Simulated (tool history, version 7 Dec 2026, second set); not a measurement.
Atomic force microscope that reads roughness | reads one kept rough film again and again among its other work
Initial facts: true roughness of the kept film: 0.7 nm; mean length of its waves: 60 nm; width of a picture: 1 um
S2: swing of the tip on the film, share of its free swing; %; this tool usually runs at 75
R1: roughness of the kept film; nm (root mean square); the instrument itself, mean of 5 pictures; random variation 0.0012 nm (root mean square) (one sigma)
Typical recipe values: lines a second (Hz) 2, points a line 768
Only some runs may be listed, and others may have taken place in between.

run 1 hour=0 | lines_a_second_(Hz)=2 S2=75 points_a_line=768 | R1=0.63
run 2 hour=41 | lines_a_second_(Hz)=0.79 S2=75 points_a_line=768 | R1=0.665
run 3 hour=74.3 | lines_a_second_(Hz)=0.79 S2=75 points_a_line=768 | R1=0.665
run 4 hour=115.9 | lines_a_second_(Hz)=0.79 S2=75 points_a_line=768 | R1=0.665
run 5 hour=147.5 | lines_a_second_(Hz)=0.79 S2=75 points_a_line=768 | R1=0.663
-- hour=187.8 new tip fitted
run 6 hour=188.8 | lines_a_second_(Hz)=0.79 S2=75 points_a_line=768 | R1=0.675
run 7 hour=208.5 | lines_a_second_(Hz)=2 S2=78 points_a_line=768 | R1=0.623
run 8 hour=242.2 | lines_a_second_(Hz)=2 S2=75 points_a_line=768 | R1=0.631
run 9 hour=280.5 | lines_a_second_(Hz)=2 S2=75 points_a_line=768 | R1=0.63
run 10 hour=301.8 | lines_a_second_(Hz)=2 S2=75 points_a_line=768 | R1=0.631
-- hour=305.4 height scale calibrated on a step standard
run 11 hour=330 | lines_a_second_(Hz)=2 S2=75 points_a_line=768 | R1=0.631
run 12 hour=364.2 | lines_a_second_(Hz)=2 S2=75 points_a_line=768 | R1=0.627
run 13 hour=386.4 | lines_a_second_(Hz)=2.34 S2=65 points_a_line=994 | R1=0.647
run 14 hour=410.2 | lines_a_second_(Hz)=2 S2=66 points_a_line=393 | R1=0.653
run 15 hour=441.2 | lines_a_second_(Hz)=2 S2=66 points_a_line=393 | R1=0.649
-- hour=446.6 new tip fitted
-- hour=451.6 height scale calibrated on a step standard, once more
run 16 hour=471.1 | lines_a_second_(Hz)=2.86 S2=82 points_a_line=285 | R1=0.571
run 17 hour=511.1 | lines_a_second_(Hz)=2.86 S2=87 points_a_line=542 | R1=0.547
run 18 hour=554.6 | lines_a_second_(Hz)=2.86 S2=87 points_a_line=542 | R1=0.544
run 19 hour=585.1 | lines_a_second_(Hz)=2.46 S2=67 points_a_line=892 | R1=0.639
run 20 hour=608.9 | lines_a_second_(Hz)=0.97 S2=75 points_a_line=264 | R1=0.652
run 21 hour=651.2 | lines_a_second_(Hz)=0.97 S2=75 points_a_line=844 | R1=0.655
run 22 hour=677.3 | lines_a_second_(Hz)=2.72 S2=59 points_a_line=269 | R1=0.647
-- hour=706.9 new tip fitted
run 23 hour=709.7 | lines_a_second_(Hz)=1.05 S2=68 points_a_line=269 | R1=0.669
run 24 hour=742.4 | lines_a_second_(Hz)=1.09 S2=75 points_a_line=572 | R1=0.659

Here are 4 independent what-if runs from the current tool condition. What would each one return?
run A hour=786.3 | lines_a_second_(Hz)=2 S2=86 points_a_line=445 | R1=?
run B hour=786.3 | lines_a_second_(Hz)=1.09 S2=70 points_a_line=300 | R1=?
run C hour=786.3 | lines_a_second_(Hz)=0.99 S2=87 points_a_line=512 | R1=?
run D hour=786.3 | lines_a_second_(Hz)=2 S2=55 points_a_line=367 | R1=?

run=A R1=0.586
run=B R1=0.662
run=C R1=0.633
run=D R1=0.67
Take away the tool's hidden state, keep each run's random variation, and the runs would have read:
run=A R1=0.589
run=B R1=0.665
run=C R1=0.636
run=D R1=0.674

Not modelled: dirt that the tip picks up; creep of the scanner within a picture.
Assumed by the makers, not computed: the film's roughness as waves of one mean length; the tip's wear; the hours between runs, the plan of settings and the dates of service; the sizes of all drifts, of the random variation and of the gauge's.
